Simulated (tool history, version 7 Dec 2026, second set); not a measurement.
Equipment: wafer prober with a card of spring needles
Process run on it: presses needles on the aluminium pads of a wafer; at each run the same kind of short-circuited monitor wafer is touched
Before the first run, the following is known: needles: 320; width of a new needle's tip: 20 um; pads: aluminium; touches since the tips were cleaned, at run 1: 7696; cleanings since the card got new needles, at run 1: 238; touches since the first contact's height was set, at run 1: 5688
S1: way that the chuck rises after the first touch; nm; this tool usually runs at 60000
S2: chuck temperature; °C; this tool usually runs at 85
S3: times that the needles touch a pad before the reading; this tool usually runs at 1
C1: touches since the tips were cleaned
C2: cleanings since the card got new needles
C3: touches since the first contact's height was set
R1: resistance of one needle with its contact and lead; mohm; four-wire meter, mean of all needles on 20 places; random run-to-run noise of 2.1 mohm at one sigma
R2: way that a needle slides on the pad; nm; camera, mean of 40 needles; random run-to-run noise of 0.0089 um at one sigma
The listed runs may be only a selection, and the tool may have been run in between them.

run,day,S1,S2,S3,C1,C2,C3,R1,R2
1,0.000,60000,85,1,7696,238,5688,366,12360
# day 0.154: tips cleaned on abrasive film
# day 0.896: tips cleaned on abrasive film
# day 1.492: tips cleaned on abrasive film
# day 2.238: tips cleaned on abrasive film
# day 2.979: tips cleaned on abrasive film
# day 3.725: tips cleaned on abrasive film
2,3.925,60000,63,1,2713,244,58628,342,12267
# day 4.371: tips cleaned on abrasive film
# day 4.967: tips cleaned on abrasive film
# day 5.275: height of the first contact set anew
# day 5.725: tips cleaned on abrasive film
# day 6.321: tips cleaned on abrasive film
# day 7.062: tips cleaned on abrasive film
3,7.104,60000,63,1,532,249,24641,265,12285
# day 7.700: tips cleaned on abrasive film
# day 8.296: tips cleaned on abrasive film
# day 9.042: tips cleaned on abrasive film
4,9.046,60000,63,1,101,252,50862,250,12266
# day 9.642: tips cleaned on abrasive film
# day 10.238: tips cleaned on abrasive film
# day 10.983: tips cleaned on abrasive film
# day 10.996: height of the first contact set anew
5,11.125,60000,63,1,1779,255,1779,289,12362
# day 11.721: tips cleaned on abrasive film
# day 12.467: tips cleaned on abrasive film
# day 13.208: tips cleaned on abrasive film
6,13.792,60000,63,1,7922,258,37828,388,12308
# day 13.946: tips cleaned on abrasive film
# day 14.692: tips cleaned on abrasive film
# day 15.433: tips cleaned on abrasive film
# day 16.029: tips cleaned on abrasive film
# day 16.633: height of the first contact set anew
# day 16.788: tips cleaned on abrasive film
# day 17.504: tips cleaned on abrasive film
7,17.504,60000,63,1,0,264,11680,247,12303
# day 18.246: tips cleaned on abrasive film
# day 18.842: tips cleaned on abrasive film
8,19.388,60000,63,1,7400,266,37162,384,12289
# day 19.542: tips cleaned on abrasive film
# day 20.283: tips cleaned on abrasive film
# day 20.879: tips cleaned on abrasive film
# day 21.625: tips cleaned on abrasive film
# day 22.367: tips cleaned on abrasive film
# day 22.379: height of the first contact set anew
9,22.550,53000,71,1,2315,271,2315,339,10901
# day 23.000: tips cleaned on abrasive film
# day 23.596: tips cleaned on abrasive film
# day 24.338: tips cleaned on abrasive film
10,24.479,53000,71,1,1907,274,28332,347,10854
# day 25.075: tips cleaned on abrasive film
# day 25.821: tips cleaned on abrasive film
# day 26.562: tips cleaned on abrasive film
# day 27.308: tips cleaned on abrasive film
# day 28.050: tips cleaned on abrasive film
# day 28.062: height of the first contact set anew
11,28.121,53000,72,1,800,279,800,286,10912
# day 28.717: tips cleaned on abrasive film
# day 29.312: tips cleaned on abrasive film
# day 30.058: tips cleaned on abrasive film
12,30.304,53000,72,1,3346,282,30263,385,10863
# day 30.754: tips cleaned on abrasive film
# day 31.496: tips cleaned on abrasive film
# day 32.092: tips cleaned on abrasive film
# day 32.838: tips cleaned on abrasive film
# day 33.500: tips cleaned on abrasive film
13,33.500,48000,48,1,0,287,73383,256,9766
# day 33.662: height of the first contact set anew
# day 34.108: tips cleaned on abrasive film
# day 34.854: tips cleaned on abrasive film
# day 35.450: tips cleaned on abrasive film
14,35.850,48000,102,1,5454,290,29562,443,9843
# day 36.150: tips cleaned on abrasive film
# day 36.896: tips cleaned on abrasive film
# day 37.492: tips cleaned on abrasive film
# day 38.238: tips cleaned on abrasive film
15,38.625,48000,102,1,5292,294,66999,445,9776

Here are 4 independent what-if runs from the current tool condition. What would each one return?
# day 38.925: tips cleaned on abrasive film
# day 39.383: height of the first contact set anew
# day 39.683: tips cleaned on abrasive film
# day 40.425: tips cleaned on abrasive film
# day 41.171: tips cleaned on abrasive film
# day 41.912: tips cleaned on abrasive film
# day 42.658: tips cleaned on abrasive film
A,42.671,61000,85,1,182,300,44381,?,?
# day 38.925: tips cleaned on abrasive film
# day 39.383: height of the first contact set anew
# day 39.683: tips cleaned on abrasive film
# day 40.425: tips cleaned on abrasive film
# day 41.171: tips cleaned on abrasive film
# day 41.912: tips cleaned on abrasive film
# day 42.658: tips cleaned on abrasive film
B,42.671,53000,86,1,182,300,44381,?,?
# day 38.925: tips cleaned on abrasive film
# day 39.383: height of the first contact set anew
# day 39.683: tips cleaned on abrasive film
# day 40.425: tips cleaned on abrasive film
# day 41.171: tips cleaned on abrasive film
# day 41.912: tips cleaned on abrasive film
# day 42.658: tips cleaned on abrasive film
C,42.671,47000,28,1,182,300,44381,?,?
# day 38.925: tips cleaned on abrasive film
# day 39.383: height of the first contact set anew
# day 39.683: tips cleaned on abrasive film
# day 40.425: tips cleaned on abrasive film
# day 41.171: tips cleaned on abrasive film
# day 41.912: tips cleaned on abrasive film
# day 42.658: tips cleaned on abrasive film
D,42.671,48000,26,1,182,300,44381,?,?

run,R1,R2
A,266,12474
B,276,10816
C,276,9599
D,267,9805
Stripped of hidden state, with their random variation kept, the same runs would have yielded:
run,R1,R2
A,233,12553
B,234,10895
C,222,9678
D,216,9883
